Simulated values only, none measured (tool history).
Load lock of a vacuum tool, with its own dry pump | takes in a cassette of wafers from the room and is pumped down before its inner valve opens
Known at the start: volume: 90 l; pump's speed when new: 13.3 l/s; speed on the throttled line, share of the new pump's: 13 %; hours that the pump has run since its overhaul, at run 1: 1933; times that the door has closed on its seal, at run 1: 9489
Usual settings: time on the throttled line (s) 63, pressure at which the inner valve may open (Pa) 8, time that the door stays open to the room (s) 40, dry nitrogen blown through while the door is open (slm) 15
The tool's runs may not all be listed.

| run | hour | time on the throttled line (s) | pressure at which the inner valve may open (Pa) | time that the door stays open to the room (s) | dry nitrogen blown through while the door is open (slm) | hours that the pump has run since its overhaul | times that the door has closed on its seal | incoming humidity of the room's air, % | time from the closed door until the inner valve may open (s) | rise of the pressure with all valves shut (Pa/min) |
|---|---|---|---|---|---|---|---|---|---|---|
| 1 | 0 | 63 | 8 | 40 | 15 | 1933 | 9489 | 44.5 | 119.9 | 0.091 |
| 2 | 128.7 | 63 | 8 | 122 | 15 | 2061 | 9862 | 44.1 | 120.3 | 0.117 |
| 3 | 239.9 | 63 | 7 | 122 | 15 | 2173 | 10184 | 50.5 | 120.9 | 0.135 |
| 4 | 428.8 | 63 | 8 | 40 | 15 | 2362 | 10731 | 46 | 120.7 | 0.108 |
| 5 | 615 | 63 | 8 | 40 | 15 | 2548 | 11271 | 44.9 | 120.8 | 0.112 |
| 6 | 786.2 | 63 | 8 | 31 | 15 | 2719 | 11767 | 45.4 | 121.9 | 0.115 |
| 7 | 898.7 | 63 | 8 | 40 | 15 | 2831 | 12093 | 44 | 119.2 | 0.12 |
| 8 | 1103.6 | 63 | 8 | 40 | 15 | 3036 | 12687 | 48.3 | 121.5 | 0.136 |
| 9 | 1244.9 | 63 | 8 | 40 | 15 | 3178 | 13096 | 39.5 | 120.2 | 0.135 |
| 10 | 1353.8 | 63 | 8 | 40 | 15 | 3286 | 13412 | 46.8 | 120.8 | 0.151 |
| 11 | 1490.9 | 63 | 14 | 40 | 15 | 3424 | 13809 | 45.6 | 117.1 | 0.143 |
| 12 | 1670.7 | 63 | 14 | 40 | 15 | 3603 | 14330 | 40.8 | 117.7 | 0.145 |
| 13 | 1853.6 | 63 | 14 | 40 | 15 | 3786 | 14860 | 42.7 | 116.7 | 0.159 |
| 14 | 1952.6 | 63 | 14 | 40 | 15 | 3885 | 15147 | 45.4 | 116.7 | 0.163 |
| 15 | 2080.1 | 51 | 8 | 40 | 15 | 4013 | 15516 | 44 | 111.2 | 0.164 |
| 16 | 2267.6 | 37 | 8 | 40 | 15 | 4200 | 16060 | 41 | 100.1 | 0.178 |
| 17 | 2463.6 | 34 | 13 | 54 | 15 | 4396 | 16627 | 45.7 | 93.1 | 0.19 |
| 18 | 2646.4 | 65 | 13 | 26 | 5 | 4579 | 17157 | 46.1 | 119.9 | 0.194 |
| 19 | 2798.2 | 63 | 8 | 25 | 33 | 4731 | 17597 | 45.4 | 122.4 | 0.182 |
| 20 | 2918.3 | 95 | 14 | 96 | 14 | 4851 | 17945 | 45.8 | 144.3 | 0.211 |
| 21 | 3003.2 | 74 | 8 | 197 | 6 | 4936 | 18191 | 44.3 | 133.2 | 0.253 |
| 22 | 3111.4 | 74 | 8 | 197 | 6 | 5044 | 18504 | 47.4 | 132.4 | 0.26 |
| 23 | 3275.6 | 74 | 8 | 197 | 6 | 5208 | 18980 | 46.6 | 132.4 | 0.263 |
| 24 | 3452 | 74 | 8 | 197 | 6 | 5385 | 19491 | 45.2 | 132.5 | 0.271 |
| 25 | 3634.5 | 63 | 8 | 40 | 6 | 5567 | 20020 | 45.1 | 122.5 | 0.237 |
| 26 | 3727.3 | 85 | 16 | 139 | 6 | 5660 | 20289 | 43.9 | 135.1 | 0.261 |
| 27 | 3930.7 | 85 | 8 | 139 | 36 | 5863 | 20879 | 45.9 | 141.4 | 0.253 |
| 28 | 4056 | 32 | 7 | 58 | 18 | 5989 | 21241 | 44.4 | 96.9 | 0.245 |
| 29 | 4237.6 | 32 | 7 | 58 | 18 | 6170 | 21768 | 43 | 98 | 0.261 |
| 30 | 4324.9 | 67 | 7 | 34 | 35 | 6258 | 22021 | 46 | 127.2 | 0.254 |
| 31 | 4527.5 | 67 | 7 | 34 | 35 | 6460 | 22608 | 45.8 | 127.2 | 0.256 |

Hidden state or all else? Some run-to-run changes of time from the closed door until the inner valve may open (s), split into what the settings, what came in and random variation would give without the hidden state, and what is left for the hidden state (with any gauge scatter that isn't in both results):
The hidden state here: pump's speed, % of a new pump's; leak at the door's seal, Pa l/s; drift of the gauge itself on ready_s, %; drift of the gauge itself on rise_pa_min, %.
Run 15 -> 16: time on the throttled line (s) 51 -> 37. time from the closed door until the inner valve may open (s) -11.1: hidden state +0.4, all else -11.5.
Run 17 -> 18: time on the throttled line (s) 34 -> 65, time that the door stays open to the room (s) 54 -> 26, dry nitrogen blown through while the door is open (slm) 15 -> 5. time from the closed door until the inner valve may open (s) +26.8: hidden state +0, all else +26.8.
Run 25 -> 26: time on the throttled line (s) 63 -> 85, pressure at which the inner valve may open (Pa) 8 -> 16, time that the door stays open to the room (s) 40 -> 139. time from the closed door until the inner valve may open (s) +12.6: hidden state -0.5, all else +13.1.
Run 27 -> 28: time on the throttled line (s) 85 -> 32, pressure at which the inner valve may open (Pa) 8 -> 7, time that the door stays open to the room (s) 139 -> 58, dry nitrogen blown through while the door is open (slm) 36 -> 18. time from the closed door until the inner valve may open (s) -44.5: hidden state +0.6, all else -45.1.
Run 29 -> 30: time on the throttled line (s) 32 -> 67, time that the door stays open to the room (s) 58 -> 34, dry nitrogen blown through while the door is open (slm) 18 -> 35. time from the closed door until the inner valve may open (s) +29.2: hidden state -0.2, all else +29.4.
